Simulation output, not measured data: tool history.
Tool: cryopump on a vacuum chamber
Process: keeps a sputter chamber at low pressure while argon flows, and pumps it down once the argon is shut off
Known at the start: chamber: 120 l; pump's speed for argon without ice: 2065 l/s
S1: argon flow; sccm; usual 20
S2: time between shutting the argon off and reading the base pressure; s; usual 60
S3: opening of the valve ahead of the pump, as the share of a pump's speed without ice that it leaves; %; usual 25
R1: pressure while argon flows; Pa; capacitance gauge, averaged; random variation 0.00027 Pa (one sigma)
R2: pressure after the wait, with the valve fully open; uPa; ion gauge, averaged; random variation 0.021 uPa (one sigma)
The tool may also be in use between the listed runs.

Run 1, day 0: usual settings. Result: R1 0.0663 Pa, R2 1.43 uPa.
Run 2, day 3.508: usual settings. Result: R1 0.066 Pa, R2 1.46 uPa.
Run 3, day 7.125: usual settings. Result: R1 0.0668 Pa, R2 1.45 uPa.
Run 4, day 10.446: usual settings. Result: R1 0.0673 Pa, R2 1.49 uPa.
Run 5, day 13.9: usual settings. Result: R1 0.0675 Pa, R2 1.52 uPa.
Run 6, day 16.179: usual settings but S2 157 s. Result: R1 0.0672 Pa, R2 0.76 uPa.
Run 7, day 20.038: usual settings but S2 157 s. Result: R1 0.0675 Pa, R2 0.86 uPa.
Run 8, day 22.917: usual settings but S1 17 sccm, S2 157 s. Result: R1 0.058 Pa, R2 0.78 uPa.
Run 9, day 25.708: usual settings but S1 17 sccm, S2 157 s. Result: R1 0.058 Pa, R2 0.83 uPa.
Run 10, day 28.375: usual settings but S1 17 sccm, S2 157 s. Result: R1 0.058 Pa, R2 0.84 uPa.
Run 11, day 32.125: usual settings but S2 36 s. Result: R1 0.0683 Pa, R2 2.34 uPa.
Run 12, day 36.138: usual settings but S2 36 s. Result: R1 0.0688 Pa, R2 2.34 uPa.
Run 13, day 40.254: usual settings but S2 36 s. Result: R1 0.0692 Pa, R2 2.4 uPa.
At day 43.267: pump warmed up, emptied and cooled again.
Run 14, day 43.267: usual settings but S2 36 s. Result: R1 0.0659 Pa, R2 2.27 uPa.
Run 15, day 46.196: usual settings but S1 17 sccm, S2 199 s. Result: R1 0.056 Pa, R2 0.71 uPa.
Run 16, day 48.475: usual settings but S1 31 sccm, S2 141 s, S3 53 %. Result: R1 0.0489 Pa, R2 0.86 uPa.
Run 17, day 51.3: usual settings but S1 14 sccm, S2 100 s, S3 50 %. Result: R1 0.0236 Pa, R2 1.07 uPa.
Run 18, day 54.55: usual settings but S1 13 sccm. Result: R1 0.0429 Pa, R2 1.52 uPa.
Run 19, day 58.233: usual settings but S1 11 sccm, S2 231 s, S3 48 %. Result: R1 0.0198 Pa, R2 0.71 uPa.
Run 20, day 60.533: usual settings but S3 37 %. Result: R1 0.0454 Pa, R2 1.58 uPa.
Run 21, day 62.479: usual settings but S1 25 sccm, S2 28 s, S3 22 %. Result: R1 0.0945 Pa, R2 2.9 uPa.
Run 22, day 66.096: usual settings but S1 23 sccm, S2 47 s, S3 20 %. Result: R1 0.0959 Pa, R2 1.87 uPa.
Run 23, day 67.825: usual settings but S1 23 sccm, S2 47 s, S3 20 %. Result: R1 0.0964 Pa, R2 1.89 uPa.

Some steps in R1 between neighbouring runs. How much of each would the tool show without its hidden state too (settings, what came in, random variation), and how much is left for the hidden state, with any gauge scatter that isn't in both results?
The hidden state here: pump's speed, % of a pump's without ice; cold plate's temperature, K; leak into the chamber, uPa l/s; drift of the gauge itself on working_pa, %; drift of the gauge itself on base_upa, %.
Run 10 -> 11: S1 17 -> 20, S2 157 -> 36. R1 +0.0103 Pa: hidden state +0.0007, all else +0.0096.
Run 13 -> 14: pump warmed up, emptied and cooled again. R1 -0.0033 Pa: hidden state -0.0031, all else -0.0002.
Run 19 -> 20: S1 11 -> 20, S2 231 -> 60, S3 48 -> 37. R1 +0.0256 Pa: hidden state +0.0007, all else +0.0249.
Run 20 -> 21: S1 20 -> 25, S2 60 -> 28, S3 37 -> 22. R1 +0.0491 Pa: hidden state +0.0004, all else +0.0487.
